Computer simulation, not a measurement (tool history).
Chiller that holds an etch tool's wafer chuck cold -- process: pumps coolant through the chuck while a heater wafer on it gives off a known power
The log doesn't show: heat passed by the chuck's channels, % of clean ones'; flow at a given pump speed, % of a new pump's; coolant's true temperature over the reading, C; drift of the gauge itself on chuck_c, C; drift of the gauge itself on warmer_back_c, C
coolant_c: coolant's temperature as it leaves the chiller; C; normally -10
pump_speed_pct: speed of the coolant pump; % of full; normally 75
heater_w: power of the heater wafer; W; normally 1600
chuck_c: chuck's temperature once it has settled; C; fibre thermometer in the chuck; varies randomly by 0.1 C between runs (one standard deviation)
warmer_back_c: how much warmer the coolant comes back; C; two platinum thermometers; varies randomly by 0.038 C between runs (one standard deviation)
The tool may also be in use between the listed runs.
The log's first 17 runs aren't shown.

run,hour,coolant_c,pump_speed_pct,heater_w,hours since the coolant was changed and the channels were flushed,hours since the pump was overhauled,hours since the chiller's thermometer was calibrated,chuck_c,warmer_back_c
18,404.4,-3,87,1412,286,2270,1368,7.4,5.63
19,427.8,-3,64,1412,309,2294,1391,10.1,7.89
20,461.8,-9,93,2318,343,2328,1425,7.3,8.6
21,490.5,-9,93,2318,372,2356,1454,7.4,8.6
22,514.9,-9,93,2318,396,2381,1478,7.4,8.55
23,529.5,0,93,2268,411,2395,1493,15.9,8.36
24,548.8,-15,97,1599,430,2415,1512,-4,5.63
25,576.7,-12,96,887,458,2443,1540,-5.7,3.24
26,608,-20,75,1090,489,2474,1571,-11.1,5.14
27,643.4,-10,78,1666,525,2509,1606,3.4,7.51
28,671.2,-10,78,1666,553,2537,1634,3.4,7.52
29,688.2,-14,79,1666,570,2554,1651,-0.6,7.41
30,704.9,-17,83,978,586,2571,1668,-9.4,4.14
31,722.4,-17,83,978,604,2588,1685,-9.6,4.12

Below are 3 alternative next runs, each starting from the tool's condition after run 31. Predict each:
A,742.5,-10,72,1600,624,2608,1706,?,?
B,742.5,-17,65,2282,624,2608,1706,?,?
C,742.5,-11,75,1600,624,2608,1706,?,?

run,chuck_c,warmer_back_c
A,3.6,7.85
B,4.1,12.56
C,2,7.64
Without the tool's hidden state the same runs would have given:
run,chuck_c,warmer_back_c
A,3.6,7.84
B,4.1,12.55
C,2,7.63

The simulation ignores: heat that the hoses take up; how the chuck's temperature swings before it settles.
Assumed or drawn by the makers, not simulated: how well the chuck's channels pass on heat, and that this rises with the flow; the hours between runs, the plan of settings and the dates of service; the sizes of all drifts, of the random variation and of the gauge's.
